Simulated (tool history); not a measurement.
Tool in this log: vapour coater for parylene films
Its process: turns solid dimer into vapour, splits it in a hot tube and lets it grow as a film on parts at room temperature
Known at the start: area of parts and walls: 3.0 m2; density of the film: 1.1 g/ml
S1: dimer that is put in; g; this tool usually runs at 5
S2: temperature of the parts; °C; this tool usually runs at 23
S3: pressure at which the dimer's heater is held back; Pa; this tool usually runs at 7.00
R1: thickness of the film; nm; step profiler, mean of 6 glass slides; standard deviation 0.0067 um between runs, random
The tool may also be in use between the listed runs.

run 1 day=0.000 | S1=5 S2=23 S3=7.00 | R1=970
run 2 day=1.071 | S1=5 S2=23 S3=7.00 | R1=969
run 3 day=2.525 | S1=3 S2=23 S3=7.00 | R1=575
run 4 day=3.792 | S1=5 S2=23 S3=7.00 | R1=968
run 5 day=4.938 | S1=5 S2=23 S3=7.00 | R1=964
run 6 day=5.988 | S1=5 S2=23 S3=7.00 | R1=959
run 7 day=7.888 | S1=5 S2=23 S3=7.00 | R1=960
-- day=8.154 trap's valve overhauled
run 8 day=9.054 | S1=5 S2=23 S3=7.00 | R1=942
run 9 day=10.792 | S1=5 S2=23 S3=7.00 | R1=951
run 10 day=12.412 | S1=5 S2=23 S3=7.00 | R1=945
run 11 day=13.888 | S1=5 S2=23 S3=7.00 | R1=948
-- day=15.292 trap's valve overhauled, once more
run 12 day=16.012 | S1=5 S2=23 S3=7.00 | R1=984
run 13 day=17.521 | S1=5 S2=23 S3=7.00 | R1=970
run 14 day=19.021 | S1=4 S2=19 S3=2.24 | R1=993
run 15 day=20.817 | S1=5 S2=29 S3=3.57 | R1=942
run 16 day=22.021 | S1=6 S2=26 S3=3.57 | R1=1199
run 17 day=23.971 | S1=5 S2=22 S3=11.83 | R1=920
run 18 day=25.583 | S1=6 S2=32 S3=3.03 | R1=1095
run 19 day=26.700 | S1=7 S2=23 S3=4.21 | R1=1436
run 20 day=27.842 | S1=2 S2=20 S3=4.78 | R1=416
run 21 day=29.588 | S1=2 S2=20 S3=4.78 | R1=426

What if the next run were any one of these 5? Each begins from the tool's condition after run 21:
run A day=31.667 | S1=5 S2=23 S3=7.97 | R1=?
run B day=31.667 | S1=5 S2=24 S3=2.80 | R1=?
run C day=31.667 | S1=3 S2=22 S3=2.09 | R1=?
run D day=31.667 | S1=3 S2=17 S3=4.78 | R1=?
run E day=31.667 | S1=2 S2=23 S3=4.78 | R1=?

run=A R1=940
run=B R1=1049
run=C R1=683
run=D R1=682
run=E R1=395
Without the tool's hidden state the same runs would have given:
run=A R1=966
run=B R1=1077
run=C R1=702
run=D R1=700
run=E R1=406

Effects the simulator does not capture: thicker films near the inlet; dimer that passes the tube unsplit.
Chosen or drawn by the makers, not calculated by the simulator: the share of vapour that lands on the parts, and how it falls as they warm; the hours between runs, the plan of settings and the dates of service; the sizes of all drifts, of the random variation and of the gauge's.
